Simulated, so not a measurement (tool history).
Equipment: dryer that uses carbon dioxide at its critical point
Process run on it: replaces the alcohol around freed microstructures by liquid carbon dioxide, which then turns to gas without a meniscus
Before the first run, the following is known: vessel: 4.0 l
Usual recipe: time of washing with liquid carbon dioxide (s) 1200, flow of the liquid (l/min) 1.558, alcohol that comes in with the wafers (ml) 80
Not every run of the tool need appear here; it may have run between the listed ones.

run	hour	time of washing with liquid carbon dioxide (s)	flow of the liquid (l/min)	alcohol that comes in with the wafers (ml)	alcohol left in the vessel before it's heated (ppm by volume)
1	0	1200	1.558	80	117
2	17.8	1200	1.558	80	124
3	43.5	1200	1.558	80	131
4	65.5	1200	1.558	80	134
5	98.1	1200	1.558	80	149
6	119.5	1200	1.558	80	161
7	146.3	1200	1.558	80	155
8	164.1	1200	1.558	80	164
9	186.1	1200	1.558	80	169
10	205.1	1020	1.558	80	294
11	221.5	1200	2.06	80	94
12	238.4	1200	1.33	80	301
13	257.1	1200	1.33	80	321
14	274.9	1200	1.33	80	328
15	301.2	1200	1.33	80	324
16	317.4	780	2.27	23	143
17	343.4	900	2.27	42	131

Run 18 is up next; what results do you expect?
18	375.3	1140	2.36	42	?

Run 18 measured alcohol left in the vessel before it's heated (ppm by volume) 109.
On a tool with no hidden condition, and with the same random variation, this run would have come out at alcohol left in the vessel before it's heated (ppm by volume) 1.
